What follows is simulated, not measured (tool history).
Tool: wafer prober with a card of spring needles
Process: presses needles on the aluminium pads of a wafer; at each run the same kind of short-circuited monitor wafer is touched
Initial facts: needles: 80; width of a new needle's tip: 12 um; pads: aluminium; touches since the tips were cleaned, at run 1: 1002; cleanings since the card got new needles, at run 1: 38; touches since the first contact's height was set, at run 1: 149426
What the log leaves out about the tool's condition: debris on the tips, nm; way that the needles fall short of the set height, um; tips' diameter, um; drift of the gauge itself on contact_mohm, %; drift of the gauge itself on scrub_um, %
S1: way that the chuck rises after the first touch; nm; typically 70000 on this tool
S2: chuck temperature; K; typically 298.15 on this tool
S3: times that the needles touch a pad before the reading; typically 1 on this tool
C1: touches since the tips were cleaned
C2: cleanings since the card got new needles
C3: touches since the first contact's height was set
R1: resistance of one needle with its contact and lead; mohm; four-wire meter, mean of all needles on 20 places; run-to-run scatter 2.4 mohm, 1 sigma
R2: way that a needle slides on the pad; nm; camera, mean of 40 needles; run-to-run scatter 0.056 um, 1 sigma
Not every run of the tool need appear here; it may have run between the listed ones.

run 1 hour=0 | S1=70000 S2=298.15 S3=1 | C1=1002 C2=38 C3=149426 | R1=267 R2=9840
-- hour=8 tips cleaned on abrasive film
-- hour=18.7 tips cleaned on abrasive film
-- hour=32 tips cleaned on abrasive film
-- hour=42.7 tips cleaned on abrasive film
-- hour=54.9 tips cleaned on abrasive film
run 2 hour=54.9 | S1=70000 S2=298.15 S3=1 | C1=0 C2=43 C3=166419 | R1=264 R2=9770
-- hour=65.6 tips cleaned on abrasive film
-- hour=68.5 height of the first contact set anew
-- hour=76.5 tips cleaned on abrasive film
-- hour=89.9 tips cleaned on abrasive film
-- hour=100.5 tips cleaned on abrasive film
-- hour=113.9 tips cleaned on abrasive film
run 3 hour=119.8 | S1=70000 S2=298.15 S3=1 | C1=1839 C2=48 C3=15884 | R1=267 R2=9760
-- hour=125.1 tips cleaned on abrasive film
-- hour=135.8 tips cleaned on abrasive film
-- hour=149.1 tips cleaned on abrasive film
-- hour=162.5 tips cleaned on abrasive film
-- hour=173.1 tips cleaned on abrasive film
-- hour=186.5 tips cleaned on abrasive film
-- hour=199.8 tips cleaned on abrasive film
-- hour=213.1 tips cleaned on abrasive film
run 4 hour=214.8 | S1=70000 S2=384.15 S3=1 | C1=518 C2=56 C3=45317 | R1=292 R2=9760
-- hour=225.4 tips cleaned on abrasive film
-- hour=236.1 tips cleaned on abrasive film
-- hour=249.4 tips cleaned on abrasive film
-- hour=262.8 tips cleaned on abrasive film
-- hour=273.4 tips cleaned on abrasive film
-- hour=285.4 tips cleaned on abrasive film
run 5 hour=285.4 | S1=70000 S2=384.15 S3=1 | C1=0 C2=62 C3=67211 | R1=296 R2=9680
-- hour=296.1 tips cleaned on abrasive film
-- hour=309.4 tips cleaned on abrasive film
-- hour=320.1 tips cleaned on abrasive film
-- hour=333.4 tips cleaned on abrasive film
-- hour=346.8 tips cleaned on abrasive film
run 6 hour=352.2 | S1=70000 S2=384.15 S3=3 | C1=1696 C2=67 C3=87907 | R1=292 R2=9690
-- hour=357.6 tips cleaned on abrasive film
-- hour=368.3 tips cleaned on abrasive film
-- hour=381.6 tips cleaned on abrasive film
-- hour=394.9 tips cleaned on abrasive film
-- hour=408.3 tips cleaned on abrasive film
-- hour=421.6 tips cleaned on abrasive film
-- hour=434.9 tips cleaned on abrasive film
run 7 hour=438.1 | S1=70000 S2=344.15 S3=1 | C1=1009 C2=74 C3=114540 | R1=279 R2=9760
-- hour=446.2 tips cleaned on abrasive film
-- hour=456.8 tips cleaned on abrasive film
-- hour=470.2 tips cleaned on abrasive film
-- hour=483.5 tips cleaned on abrasive film
run 8 hour=487.5 | S1=70000 S2=344.15 S3=1 | C1=1240 C2=78 C3=129823 | R1=277 R2=9690
-- hour=495.5 tips cleaned on abrasive film
-- hour=508.8 tips cleaned on abrasive film
-- hour=522.1 tips cleaned on abrasive film
-- hour=535.5 tips cleaned on abrasive film
-- hour=546.1 tips cleaned on abrasive film
-- hour=558.2 tips cleaned on abrasive film
run 9 hour=558.2 | S1=63000 S2=298.15 S3=1 | C1=0 C2=84 C3=151745 | R1=266 R2=8740
-- hour=571.5 tips cleaned on abrasive film
-- hour=584.9 tips cleaned on abrasive film
-- hour=598.2 tips cleaned on abrasive film
run 10 hour=608.4 | S1=63000 S2=298.15 S3=1 | C1=3199 C2=87 C3=167336 | R1=267 R2=8730
-- hour=611.2 tips cleaned on abrasive film
-- hour=619.4 height of the first contact set anew
-- hour=624.8 tips cleaned on abrasive film
-- hour=638.1 tips cleaned on abrasive film
-- hour=648.8 tips cleaned on abrasive film
run 11 hour=653.7 | S1=63000 S2=298.15 S3=1 | C1=1531 C2=91 C3=10618 | R1=269 R2=8760
-- hour=661.7 tips cleaned on abrasive film
-- hour=672.4 tips cleaned on abrasive film
-- hour=683.1 tips cleaned on abrasive film
-- hour=696.4 tips cleaned on abrasive film
-- hour=709.7 tips cleaned on abrasive film
run 12 hour=711.3 | S1=70000 S2=298.15 S3=2 | C1=507 C2=96 C3=28473 | R1=268 R2=9690
-- hour=722 tips cleaned on abrasive film
-- hour=732.7 tips cleaned on abrasive film
-- hour=746 tips cleaned on abrasive film
-- hour=756.7 tips cleaned on abrasive film
-- hour=770 tips cleaned on abrasive film
-- hour=781.4 tips cleaned on abrasive film
run 13 hour=781.4 | S1=70000 S2=298.15 S3=2 | C1=0 C2=102 C3=50161 | R1=269 R2=9780
-- hour=794.7 tips cleaned on abrasive film
-- hour=808 tips cleaned on abrasive film
-- hour=818.7 tips cleaned on abrasive film
-- hour=832 tips cleaned on abrasive film
run 14 hour=837 | S1=70000 S2=306.15 S3=1 | C1=1557 C2=106 C3=67414 | R1=270 R2=9790
-- hour=845 tips cleaned on abrasive film
-- hour=858.3 tips cleaned on abrasive film
-- hour=871.7 tips cleaned on abrasive film
-- hour=882.3 tips cleaned on abrasive film
-- hour=895.7 tips cleaned on abrasive film
run 15 hour=902.3 | S1=63000 S2=301.15 S3=3 | C1=2089 C2=111 C3=87677 | R1=269 R2=8830
-- hour=907.7 tips cleaned on abrasive film
-- hour=921.1 tips cleaned on abrasive film
-- hour=934.4 tips cleaned on abrasive film
-- hour=947.7 tips cleaned on abrasive film
-- hour=958.4 tips cleaned on abrasive film
-- hour=971.7 tips cleaned on abrasive film
run 16 hour=978.6 | S1=75000 S2=362.15 S3=1 | C1=2158 C2=117 C3=111312 | R1=285 R2=10440
-- hour=984 tips cleaned on abrasive film
-- hour=997.3 tips cleaned on abrasive film
-- hour=1008 tips cleaned on abrasive film
-- hour=1021.3 tips cleaned on abrasive film
-- hour=1034.6 tips cleaned on abrasive film
-- hour=1045.3 tips cleaned on abrasive film
run 17 hour=1048.7 | S1=85000 S2=328.15 S3=1 | C1=1076 C2=123 C3=133041 | R1=276 R2=11870
-- hour=1056.8 tips cleaned on abrasive film
-- hour=1067.5 tips cleaned on abrasive film
-- hour=1080.8 tips cleaned on abrasive film
-- hour=1094.1 tips cleaned on abrasive film
-- hour=1107.4 tips cleaned on abrasive film
-- hour=1120.7 tips cleaned on abrasive film
-- hour=1131.4 tips cleaned on abrasive film
run 18 hour=1134 | S1=57000 S2=350.15 S3=1 | C1=800 C2=130 C3=159450 | R1=289 R2=7960
-- hour=1144.7 tips cleaned on abrasive film
-- hour=1155.3 tips cleaned on abrasive film
-- hour=1168.7 tips cleaned on abrasive film
-- hour=1171.6 height of the first contact set anew
-- hour=1182.3 tips cleaned on abrasive film
-- hour=1193 tips cleaned on abrasive film
-- hour=1206.3 tips cleaned on abrasive film
-- hour=1219.6 tips cleaned on abrasive film
run 19 hour=1228.7 | S1=85000 S2=350.15 S3=3 | C1=2851 C2=137 C3=17721 | R1=281 R2=11890
-- hour=1231.5 tips cleaned on abrasive film
-- hour=1242.1 tips cleaned on abrasive film
-- hour=1255.5 tips cleaned on abrasive film
-- hour=1268.8 tips cleaned on abrasive film
run 20 hour=1270.9 | S1=79000 S2=307.15 S3=1 | C1=651 C2=141 C3=30764 | R1=275 R2=11100
-- hour=1281.6 tips cleaned on abrasive film
-- hour=1294.9 tips cleaned on abrasive film
-- hour=1308.2 tips cleaned on abrasive film
-- hour=1321.5 tips cleaned on abrasive film
run 21 hour=1331.4 | S1=79000 S2=307.15 S3=1 | C1=3083 C2=145 C3=49543 | R1=271 R2=11050
-- hour=1334.1 tips cleaned on abrasive film
-- hour=1347.4 tips cleaned on abrasive film
-- hour=1360.8 tips cleaned on abrasive film
-- hour=1374.1 tips cleaned on abrasive film
-- hour=1387.4 tips cleaned on abrasive film
-- hour=1398.1 tips cleaned on abrasive film
-- hour=1411.4 tips cleaned on abrasive film
-- hour=1422.1 tips cleaned on abrasive film
run 22 hour=1424 | S1=70000 S2=298.15 S3=1 | C1=612 C2=153 C3=78243 | R1=263 R2=9730
-- hour=1434.7 tips cleaned on abrasive film
-- hour=1448 tips cleaned on abrasive film
-- hour=1458.7 tips cleaned on abrasive film
run 23 hour=1463.5 | S1=51000 S2=312.15 S3=2 | C1=1506 C2=156 C3=90490 | R1=278 R2=7060

Below are 4 alternative next runs, each starting from the tool's condition after run 23. Predict each:
-- hour=1471.6 tips cleaned on abrasive film
-- hour=1482.3 tips cleaned on abrasive film
-- hour=1495.6 tips cleaned on abrasive film
-- hour=1506.3 tips cleaned on abrasive film
-- hour=1516.9 tips cleaned on abrasive film
-- hour=1530.3 tips cleaned on abrasive film
-- hour=1540.9 tips cleaned on abrasive film
run A hour=1548.4 | S1=68000 S2=345.15 S3=1 | C1=2334 C2=163 C3=116782 | R1=? R2=?
-- hour=1471.6 tips cleaned on abrasive film
-- hour=1482.3 tips cleaned on abrasive film
-- hour=1495.6 tips cleaned on abrasive film
-- hour=1506.3 tips cleaned on abrasive film
-- hour=1516.9 tips cleaned on abrasive film
-- hour=1530.3 tips cleaned on abrasive film
-- hour=1540.9 tips cleaned on abrasive film
run B hour=1548.4 | S1=58000 S2=298.15 S3=1 | C1=2334 C2=163 C3=116782 | R1=? R2=?
-- hour=1471.6 tips cleaned on abrasive film
-- hour=1482.3 tips cleaned on abrasive film
-- hour=1495.6 tips cleaned on abrasive film
-- hour=1506.3 tips cleaned on abrasive film
-- hour=1516.9 tips cleaned on abrasive film
-- hour=1530.3 tips cleaned on abrasive film
-- hour=1540.9 tips cleaned on abrasive film
run C hour=1548.4 | S1=59000 S2=335.15 S3=1 | C1=2334 C2=163 C3=116782 | R1=? R2=?
-- hour=1471.6 tips cleaned on abrasive film
-- hour=1482.3 tips cleaned on abrasive film
-- hour=1495.6 tips cleaned on abrasive film
-- hour=1506.3 tips cleaned on abrasive film
-- hour=1516.9 tips cleaned on abrasive film
-- hour=1530.3 tips cleaned on abrasive film
-- hour=1540.9 tips cleaned on abrasive film
run D hour=1548.4 | S1=57000 S2=312.15 S3=2 | C1=2334 C2=163 C3=116782 | R1=? R2=?

run=A R1=283 R2=9500
run=B R1=271 R2=8110
run=C R1=285 R2=8260
run=D R1=273 R2=7920
Without the tool's unlogged condition, the same runs would have read:
run=A R1=283 R2=9500
run=B R1=271 R2=8110
run=C R1=285 R2=8260
run=D R1=273 R2=7920
